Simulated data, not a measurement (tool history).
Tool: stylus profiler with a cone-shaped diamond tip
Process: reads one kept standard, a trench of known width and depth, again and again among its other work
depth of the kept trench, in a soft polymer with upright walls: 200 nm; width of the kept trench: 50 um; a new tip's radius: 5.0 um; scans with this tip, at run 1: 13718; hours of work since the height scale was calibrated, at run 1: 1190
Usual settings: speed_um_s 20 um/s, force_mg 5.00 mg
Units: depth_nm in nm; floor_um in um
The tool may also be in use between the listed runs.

run,hour,speed_um_s,force_mg,scans with this tip,hours of work since the height scale was calibrated,depth_nm,floor_um
1,0.0,20,5.00,13718,1190,203.57,44.95
2,14.3,20,5.00,13807,1198,203.45,44.94
# hour 17.3: new tip fitted, height scale calibrated
3,27.3,20,5.00,62,5,204.58,47.19
4,39.6,20,5.00,138,12,204.62,47.14
5,52.3,20,5.00,217,19,204.37,47.10
6,65.3,20,5.00,297,26,204.52,47.09
7,79.4,20,5.00,385,33,204.55,47.12
8,90.8,20,2.13,455,39,202.56,47.06
9,105.9,56,5.00,548,48,204.50,46.88
10,115.9,56,5.00,610,53,204.56,46.93
11,123.3,56,5.00,656,57,204.71,46.83
12,131.0,20,5.00,704,61,204.45,46.97
13,141.1,20,5.00,767,67,204.59,47.06
14,153.1,20,5.00,840,73,204.57,46.98
15,160.1,20,2.00,884,77,202.21,46.96
16,166.7,20,5.00,925,80,204.55,46.93
17,176.1,20,4.35,983,85,204.22,46.97
18,184.7,26,4.35,1036,90,204.06,46.92
19,196.8,5,4.49,1111,96,204.23,46.96
20,209.5,41,6.45,1190,103,205.34,46.86
21,217.2,64,5.00,1237,107,204.51,46.73
22,230.0,64,5.00,1317,114,204.49,46.69
23,237.6,23,2.79,1364,118,203.08,46.84
24,251.7,5,3.74,1451,126,203.59,46.99
25,258.9,6,2.07,1496,130,202.40,46.89
26,268.7,54,2.07,1556,135,202.33,46.59
27,275.7,54,2.07,1600,139,202.34,46.63
28,290.0,21,3.39,1688,146,203.49,46.75
29,304.0,44,4.47,1775,154,204.11,46.76
30,314.6,16,6.17,1840,160,205.17,46.84
31,327.1,16,6.17,1918,166,205.13,46.78
32,338.7,6,1.98,1989,173,202.31,46.78
33,352.6,7,2.30,2076,180,202.50,46.77
34,361.7,45,5.13,2132,185,204.70,46.64
35,372.9,69,10.55,2201,191,207.37,46.58
36,380.0,60,9.94,2245,195,207.24,46.61

The same runs without the tool's hidden state, with the same run-to-run variation:
The hidden state here: radius of the tip, um; height scale over the true one, %; drift of the gauge itself on depth_nm, %; drift of the gauge itself on floor_um, %.
run,depth_nm,floor_um
1,204.76,47.15
2,204.66,47.14
3,204.65,47.16
4,204.70,47.13
5,204.46,47.11
6,204.62,47.12
7,204.66,47.16
8,202.67,47.12
9,204.62,46.96
10,204.68,47.02
11,204.84,46.93
12,204.58,47.09
13,204.73,47.19
14,204.71,47.12
15,202.36,47.11
16,204.70,47.09
17,204.37,47.14
18,204.22,47.11
19,204.40,47.16
20,205.52,47.08
21,204.69,46.95
22,204.68,46.93
23,203.27,47.09
24,203.79,47.26
25,202.60,47.17
26,202.54,46.88
27,202.55,46.93
28,203.71,47.06
29,204.33,47.09
30,205.40,47.19
31,205.37,47.14
32,202.55,47.16
33,202.75,47.16
34,204.97,47.05
35,207.64,47.00
36,207.52,47.04

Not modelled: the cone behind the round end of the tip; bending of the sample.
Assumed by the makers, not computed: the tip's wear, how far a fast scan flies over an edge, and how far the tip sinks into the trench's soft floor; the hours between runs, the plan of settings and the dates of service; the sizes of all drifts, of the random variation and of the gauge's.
